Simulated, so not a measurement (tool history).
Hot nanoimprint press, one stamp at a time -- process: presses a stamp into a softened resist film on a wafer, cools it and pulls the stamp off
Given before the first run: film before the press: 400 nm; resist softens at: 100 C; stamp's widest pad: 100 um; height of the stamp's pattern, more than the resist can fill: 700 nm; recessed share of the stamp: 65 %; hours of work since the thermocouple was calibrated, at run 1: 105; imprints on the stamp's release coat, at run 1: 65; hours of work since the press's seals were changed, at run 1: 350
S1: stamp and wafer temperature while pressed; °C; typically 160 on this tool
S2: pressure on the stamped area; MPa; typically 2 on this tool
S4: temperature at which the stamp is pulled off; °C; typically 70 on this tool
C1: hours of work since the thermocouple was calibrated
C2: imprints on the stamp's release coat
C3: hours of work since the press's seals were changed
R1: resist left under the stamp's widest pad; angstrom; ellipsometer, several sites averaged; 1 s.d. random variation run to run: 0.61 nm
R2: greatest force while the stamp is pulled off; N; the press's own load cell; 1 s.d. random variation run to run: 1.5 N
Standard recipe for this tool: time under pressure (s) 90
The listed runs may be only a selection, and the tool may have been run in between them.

Run 1, hour 0: usual settings; C1 105; C2 65; C3 350. Result: R1 1919 angstrom, R2 89 N.
Run 2, hour 9.3: usual settings; C1 111; C2 109; C3 356. Result: R1 1930 angstrom, R2 92 N.
Run 3, hour 21.6: usual settings; C1 119; C2 167; C3 363. Result: R1 1921 angstrom, R2 96 N.
Run 4, hour 32.7: usual settings but S1 163 °C; C1 125; C2 218; C3 370. Result: R1 1732 angstrom, R2 95 N.
Run 5, hour 53.3: usual settings but time under pressure (s) 124; C1 138; C2 315; C3 383. Result: R1 1698 angstrom, R2 97 N.
At hour 57.7: plate thermocouple calibrated.
Run 6, hour 70.9: usual settings but time under pressure (s) 124; C1 8; C2 384; C3 392. Result: R1 1667 angstrom, R2 96 N.
Run 7, hour 85.7: usual settings but time under pressure (s) 124; C1 17; C2 453; C3 401. Result: R1 1664 angstrom, R2 97 N.
Run 8, hour 97: usual settings but S1 157 °C, S2 2.48 MPa, time under pressure (s) 136; C1 25; C2 506; C3 408. Result: R1 1634 angstrom, R2 98 N.
Run 9, hour 111.7: usual settings but S1 159 °C, time under pressure (s) 94, S4 60 °C; C1 34; C2 575; C3 418. Result: R1 1907 angstrom, R2 126 N.
At hour 133.2: plate thermocouple calibrated, once more.
Run 10, hour 134.1: usual settings but S1 166 °C, S2 1.6 MPa, S4 60 °C; C1 1; C2 666; C3 430. Result: R1 1778 angstrom, R2 128 N.
Run 11, hour 145: usual settings but S1 166 °C, S2 1.6 MPa, S4 60 °C; C1 7; C2 717; C3 436. Result: R1 1781 angstrom, R2 127 N.
Run 12, hour 162.7: usual settings but S1 163 °C, time under pressure (s) 84, S4 73 °C; C1 18; C2 800; C3 447. Result: R1 1825 angstrom, R2 101 N.
Run 13, hour 172.2: usual settings but time under pressure (s) 59, S4 64 °C; C1 24; C2 845; C3 453. Result: R1 2291 angstrom, R2 126 N.
Run 14, hour 191.9: usual settings but S2 1.59 MPa, time under pressure (s) 46, S4 64 °C; C1 37; C2 937; C3 466. Result: R1 2655 angstrom, R2 124 N.

Forecast each of these 5 alternatives for the next run:
Run A, hour 203.4: usual settings but time under pressure (s) 102, S4 76 °C; C1 44; C2 991; C3 473. Result: R1 ?, R2 ?.
Run B, hour 203.4: usual settings but time under pressure (s) 111, S4 64 °C; C1 44; C2 991; C3 473. Result: R1 ?, R2 ?.
Run C, hour 203.4: usual settings but S2 2.07 MPa, time under pressure (s) 65, S4 64 °C; C1 44; C2 991; C3 473. Result: R1 ?, R2 ?.
Run D, hour 203.4: usual settings but S4 57 °C; C1 44; C2 991; C3 473. Result: R1 ?, R2 ?.
Run E, hour 203.4: usual settings but S1 169 °C, S2 1.33 MPa, S4 61 °C; C1 44; C2 991; C3 473. Result: R1 ?, R2 ?.

run    R1   R2
  A  1873   99
  B  1812  129
  C  2169  125
  D  1958  142
  E  1735  133
The same runs, with their run-to-run variation unchanged, on a tool lacking any hidden condition would have given:
run    R1   R2
  A  1878   80
  B  1816  104
  C  2173  101
  D  1962  114
  E  1741  107

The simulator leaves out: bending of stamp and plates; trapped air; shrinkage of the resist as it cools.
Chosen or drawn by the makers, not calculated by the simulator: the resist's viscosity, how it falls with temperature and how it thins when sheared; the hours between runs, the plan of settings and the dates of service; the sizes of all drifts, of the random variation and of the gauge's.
